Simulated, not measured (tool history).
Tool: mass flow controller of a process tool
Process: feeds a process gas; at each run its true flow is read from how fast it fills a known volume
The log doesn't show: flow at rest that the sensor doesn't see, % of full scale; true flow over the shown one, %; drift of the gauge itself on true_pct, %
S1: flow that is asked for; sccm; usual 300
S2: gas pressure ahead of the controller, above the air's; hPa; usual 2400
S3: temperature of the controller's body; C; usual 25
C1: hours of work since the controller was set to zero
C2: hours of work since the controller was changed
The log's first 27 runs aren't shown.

Run 28, hour 7736: usual settings but S1 122 sccm, S3 27 C; C1 1031; C2 4250. Result: true flow (%) 110.84.
At hour 7864.3: controller's zero set anew, once more.
Run 29, hour 7966.1: usual settings but S1 531 sccm, S3 23 C; C1 71; C2 4410. Result: true flow (%) 101.56.
Run 30, hour 8141.1: usual settings but S1 531 sccm, S3 23 C; C1 193; C2 4532. Result: true flow (%) 101.74.
Run 31, hour 8393.2: usual settings but S1 222 sccm; C1 368; C2 4707. Result: true flow (%) 102.
Run 32, hour 8604.9: usual settings but S1 222 sccm; C1 516; C2 4855. Result: true flow (%) 102.15.
Run 33, hour 8782.4: usual settings but S1 230 sccm, S2 1780 hPa, S3 21 C; C1 639; C2 4978. Result: true flow (%) 102.4.
Run 34, hour 9119.3: usual settings but S1 230 sccm, S2 1540 hPa, S3 21 C; C1 874; C2 5213. Result: true flow (%) 102.75.
Run 35, hour 9399.3: usual settings but S1 168 sccm, S2 1500 hPa, S3 29 C; C1 1069; C2 5408. Result: true flow (%) 103.74.
Run 36, hour 9650.6: usual settings but S1 106 sccm, S2 2440 hPa; C1 1244; C2 5583. Result: true flow (%) 104.2.
Run 37, hour 9855.1: usual settings but S1 106 sccm, S2 2440 hPa; C1 1386; C2 5725. Result: true flow (%) 104.33.
Run 38, hour 10032.1: usual settings but S1 106 sccm, S2 2440 hPa; C1 1510; C2 5849. Result: true flow (%) 104.8.
At hour 10142.6: controller exchanged for a calibrated one.
Run 39, hour 10330.2: usual settings but S1 117 sccm, S2 2140 hPa, S3 30 C; C1 131; C2 131. Result: true flow (%) 100.27.
Run 40, hour 10627.2: usual settings but S1 228 sccm, S3 32 C; C1 337; C2 337. Result: true flow (%) 100.32.
Run 41, hour 10843: usual settings but S1 228 sccm, S3 23 C; C1 488; C2 488. Result: true flow (%) 100.03.
Run 42, hour 11090.4: usual settings but S1 231 sccm, S2 1480 hPa; C1 660; C2 660. Result: true flow (%) 100.72.
Run 43, hour 11423.8: usual settings but S2 1990 hPa; C1 892; C2 892. Result: true flow (%) 100.8.
Run 44, hour 11599.7: usual settings but S2 1990 hPa; C1 1015; C2 1015. Result: true flow (%) 100.89.
Run 45, hour 11974.7: usual settings but S1 106 sccm, S3 38 C; C1 1276; C2 1276. Result: true flow (%) 102.98.
Run 46, hour 12227.6: usual settings but S1 414 sccm, S2 2270 hPa, S3 33 C; C1 1452; C2 1452. Result: true flow (%) 101.41.
Run 47, hour 12438.6: usual settings but S1 217 sccm, S2 1480 hPa, S3 32 C; C1 1599; C2 1599. Result: true flow (%) 102.36.
Run 48, hour 12712.9: usual settings but S1 572 sccm, S2 1730 hPa, S3 23 C; C1 1790; C2 1790. Result: true flow (%) 101.3.

Forecast each of these 4 alternatives for the next run:
Run A, hour 13052: usual settings but S1 572 sccm, S2 2390 hPa, S3 23 C; C1 2026; C2 2026. Result: true flow (%) ?.
Run B, hour 13052: usual settings but S1 305 sccm, S2 2050 hPa, S3 21 C; C1 2026; C2 2026. Result: true flow (%) ?.
Run C, hour 13052: usual settings but S1 203 sccm, S2 2110 hPa, S3 22 C; C1 2026; C2 2026. Result: true flow (%) ?.
Run D, hour 13052: usual settings but S1 254 sccm, S2 2300 hPa, S3 31 C; C1 2026; C2 2026. Result: true flow (%) ?.

run  true flow (%)
  A         101.12
  B         101.63
  C         102.12
  D         102.28
Without the tool's hidden state the same runs would have given:
run  true flow (%)
  A          99.54
  B          99.47
  C          99.35
  D          99.88
